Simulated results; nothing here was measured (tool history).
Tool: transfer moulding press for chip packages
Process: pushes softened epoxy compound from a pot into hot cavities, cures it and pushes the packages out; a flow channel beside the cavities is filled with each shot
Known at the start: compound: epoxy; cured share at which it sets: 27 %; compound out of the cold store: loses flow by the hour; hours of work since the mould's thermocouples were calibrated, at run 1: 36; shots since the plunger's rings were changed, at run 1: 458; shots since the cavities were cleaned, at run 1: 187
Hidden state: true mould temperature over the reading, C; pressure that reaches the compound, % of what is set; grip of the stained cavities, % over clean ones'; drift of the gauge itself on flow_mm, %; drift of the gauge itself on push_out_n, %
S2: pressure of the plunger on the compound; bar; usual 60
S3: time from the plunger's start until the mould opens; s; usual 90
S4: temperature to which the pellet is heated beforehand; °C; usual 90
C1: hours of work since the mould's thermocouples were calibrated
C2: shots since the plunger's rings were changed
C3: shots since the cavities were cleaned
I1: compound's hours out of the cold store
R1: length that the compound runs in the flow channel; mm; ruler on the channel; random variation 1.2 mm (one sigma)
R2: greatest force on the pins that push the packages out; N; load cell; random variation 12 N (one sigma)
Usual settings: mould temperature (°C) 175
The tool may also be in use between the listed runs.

{"run": 1, "hour": 0.0, "mould temperature (°C)": 175, "S2": 60, "S3": 90, "S4": 90, "C1": 36, "C2": 458, "C3": 187, "I1": 26.5, "R1": 515, "R2": 843}
{"run": 2, "hour": 5.6, "mould temperature (°C)": 175, "S2": 60, "S3": 90, "S4": 90, "C1": 39, "C2": 519, "C3": 248, "I1": 42, "R1": 491, "R2": 858}
{"run": 3, "hour": 18.2, "mould temperature (°C)": 175, "S2": 60, "S3": 90, "S4": 90, "C1": 47, "C2": 656, "C3": 385, "I1": 19.8, "R1": 524, "R2": 1003}
{"run": 4, "hour": 29.1, "mould temperature (°C)": 175, "S2": 60, "S3": 90, "S4": 90, "C1": 53, "C2": 774, "C3": 503, "I1": 26.9, "R1": 514, "R2": 1002}
{"hour": 37.4, "done": "cavities cleaned with cleaning compound and waxed"}
{"run": 5, "hour": 40.1, "mould temperature (°C)": 175, "S2": 60, "S3": 90, "S4": 90, "C1": 59, "C2": 878, "C3": 29, "I1": 16.9, "R1": 530, "R2": 692}
{"run": 6, "hour": 52.9, "mould temperature (°C)": 175, "S2": 60, "S3": 90, "S4": 90, "C1": 67, "C2": 1017, "C3": 168, "I1": 15.5, "R1": 530, "R2": 813}
{"run": 7, "hour": 64.2, "mould temperature (°C)": 175, "S2": 60, "S3": 90, "S4": 90, "C1": 74, "C2": 1140, "C3": 291, "I1": 30, "R1": 505, "R2": 898}
{"run": 8, "hour": 70.4, "mould temperature (°C)": 177, "S2": 60, "S3": 90, "S4": 90, "C1": 77, "C2": 1208, "C3": 359, "I1": 36.7, "R1": 493, "R2": 822}
{"run": 9, "hour": 83.2, "mould temperature (°C)": 179, "S2": 60, "S3": 90, "S4": 90, "C1": 85, "C2": 1347, "C3": 498, "I1": 9.6, "R1": 526, "R2": 842}
{"hour": 92.3, "done": "cavities cleaned with cleaning compound and waxed"}
{"run": 10, "hour": 93.3, "mould temperature (°C)": 175, "S2": 60, "S3": 90, "S4": 93, "C1": 90, "C2": 1441, "C3": 10, "I1": 38, "R1": 490, "R2": 611}
{"run": 11, "hour": 100.1, "mould temperature (°C)": 175, "S2": 60, "S3": 90, "S4": 93, "C1": 94, "C2": 1516, "C3": 85, "I1": 31.1, "R1": 501, "R2": 692}
{"run": 12, "hour": 105.6, "mould temperature (°C)": 175, "S2": 60, "S3": 90, "S4": 93, "C1": 98, "C2": 1575, "C3": 144, "I1": 48, "R1": 475, "R2": 746}
{"run": 13, "hour": 115.1, "mould temperature (°C)": 175, "S2": 60, "S3": 90, "S4": 93, "C1": 103, "C2": 1678, "C3": 247, "I1": 45, "R1": 477, "R2": 820}
{"run": 14, "hour": 128.3, "mould temperature (°C)": 175, "S2": 46.1, "S3": 90, "S4": 93, "C1": 111, "C2": 1822, "C3": 391, "I1": 10, "R1": 464, "R2": 977}
{"run": 15, "hour": 136.2, "mould temperature (°C)": 175, "S2": 46.1, "S3": 90, "S4": 93, "C1": 116, "C2": 1908, "C3": 477, "I1": 40.4, "R1": 422, "R2": 981}
{"run": 16, "hour": 143.1, "mould temperature (°C)": 168, "S2": 48.2, "S3": 130, "S4": 91, "C1": 120, "C2": 1983, "C3": 552, "I1": 8.3, "R1": 487, "R2": 811}
{"hour": 145.6, "done": "mould's thermocouples calibrated"}
{"hour": 149.3, "done": "cavities cleaned with cleaning compound and waxed"}
{"run": 17, "hour": 152.6, "mould temperature (°C)": 179, "S2": 71.8, "S3": 118, "S4": 83, "C1": 3, "C2": 2049, "C3": 37, "I1": 29.7, "R1": 539, "R2": 459}

Forecast run 18:
{"run": 18, "hour": 162.9, "mould temperature (°C)": 183, "S2": 60, "S3": 96, "S4": 90, "C1": 9, "C2": 2161, "C3": 149, "I1": 19.1, "R1": "?", "R2": "?"}

Run 18 gave R1 498 mm, R2 539 N.
Without the tool's hidden state the same run would have given R1 517 mm, R2 421 N.
